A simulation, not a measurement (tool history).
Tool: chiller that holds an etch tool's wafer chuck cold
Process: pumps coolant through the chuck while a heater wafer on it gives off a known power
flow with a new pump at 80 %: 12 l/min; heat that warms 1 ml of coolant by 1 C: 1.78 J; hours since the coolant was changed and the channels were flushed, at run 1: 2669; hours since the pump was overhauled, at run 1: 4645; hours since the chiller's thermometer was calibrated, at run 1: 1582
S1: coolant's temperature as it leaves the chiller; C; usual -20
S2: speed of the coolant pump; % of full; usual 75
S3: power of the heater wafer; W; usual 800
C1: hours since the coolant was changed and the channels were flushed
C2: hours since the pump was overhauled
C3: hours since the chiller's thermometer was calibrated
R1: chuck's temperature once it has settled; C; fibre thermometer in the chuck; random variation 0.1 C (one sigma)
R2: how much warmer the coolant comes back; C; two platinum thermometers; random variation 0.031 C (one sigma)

{"run": 1, "hour": 0.0, "S1": -20, "S2": 75, "S3": 800, "C1": 2669, "C2": 4645, "C3": 1582, "R1": -12.7, "R2": 2.64}
{"run": 2, "hour": 125.4, "S1": -20, "S2": 75, "S3": 800, "C1": 2794, "C2": 4771, "C3": 1708, "R1": -12.5, "R2": 2.61}
{"run": 3, "hour": 256.0, "S1": -20, "S2": 75, "S3": 800, "C1": 2925, "C2": 4901, "C3": 1838, "R1": -12.3, "R2": 2.63}
{"run": 4, "hour": 394.0, "S1": -20, "S2": 75, "S3": 1196, "C1": 3063, "C2": 5039, "C3": 1976, "R1": -8.7, "R2": 3.93}
{"run": 5, "hour": 531.6, "S1": -20, "S2": 75, "S3": 1196, "C1": 3200, "C2": 5177, "C3": 2114, "R1": -8.5, "R2": 3.96}
{"run": 6, "hour": 685.8, "S1": -20, "S2": 75, "S3": 983, "C1": 3355, "C2": 5331, "C3": 2268, "R1": -10.6, "R2": 3.24}
{"run": 7, "hour": 816.5, "S1": -20, "S2": 75, "S3": 983, "C1": 3485, "C2": 5462, "C3": 2399, "R1": -10.5, "R2": 3.28}
{"run": 8, "hour": 893.2, "S1": -20, "S2": 75, "S3": 983, "C1": 3562, "C2": 5538, "C3": 2475, "R1": -10.4, "R2": 3.33}
{"run": 9, "hour": 965.0, "S1": -20, "S2": 75, "S3": 800, "C1": 3634, "C2": 5610, "C3": 2547, "R1": -12.1, "R2": 2.63}
{"run": 10, "hour": 1102.9, "S1": -20, "S2": 74, "S3": 800, "C1": 3772, "C2": 5748, "C3": 2685, "R1": -12.1, "R2": 2.71}
{"run": 11, "hour": 1202.1, "S1": -13, "S2": 88, "S3": 1073, "C1": 3871, "C2": 5847, "C3": 2784, "R1": -3.5, "R2": 3.03}
{"run": 12, "hour": 1334.3, "S1": -27, "S2": 81, "S3": 845, "C1": 4003, "C2": 5980, "C3": 2917, "R1": -18.9, "R2": 2.66}
{"run": 13, "hour": 1487.5, "S1": -27, "S2": 66, "S3": 1148, "C1": 4156, "C2": 6133, "C3": 3070, "R1": -14.8, "R2": 4.4}
{"run": 14, "hour": 1622.5, "S1": -25, "S2": 76, "S3": 785, "C1": 4291, "C2": 6268, "C3": 3205, "R1": -17.2, "R2": 2.58}
{"run": 15, "hour": 1750.1, "S1": -16, "S2": 97, "S3": 855, "C1": 4419, "C2": 6395, "C3": 3332, "R1": -8.6, "R2": 2.29}
{"run": 16, "hour": 1840.8, "S1": -17, "S2": 78, "S3": 467, "C1": 4509, "C2": 6486, "C3": 3423, "R1": -12.4, "R2": 1.56}
{"run": 17, "hour": 1949.5, "S1": -17, "S2": 78, "S3": 467, "C1": 4618, "C2": 6595, "C3": 3532, "R1": -12.1, "R2": 1.54}
{"run": 18, "hour": 2050.3, "S1": -17, "S2": 78, "S3": 467, "C1": 4719, "C2": 6696, "C3": 3633, "R1": -12.1, "R2": 1.54}

Some steps in R1 between neighbouring runs. How much of each would the tool show without its hidden state too (settings, what came in, random variation), and how much is left for the hidden state, with any gauge scatter that isn't in both results?
The hidden state here: heat passed by the chuck's channels, % of clean ones'; flow at a given pump speed, % of a new pump's; coolant's true temperature over the reading, C; drift of the gauge itself on chuck_c, C; drift of the gauge itself on warmer_back_c, C.
Run 11 -> 12: S1 -13 -> -27, S2 88 -> 81, S3 1073 -> 845. R1 -15.4 C: hidden state -0.2, all else -15.2.
Run 12 -> 13: S2 81 -> 66, S3 845 -> 1148. R1 +4.1 C: hidden state +0.7, all else +3.4.
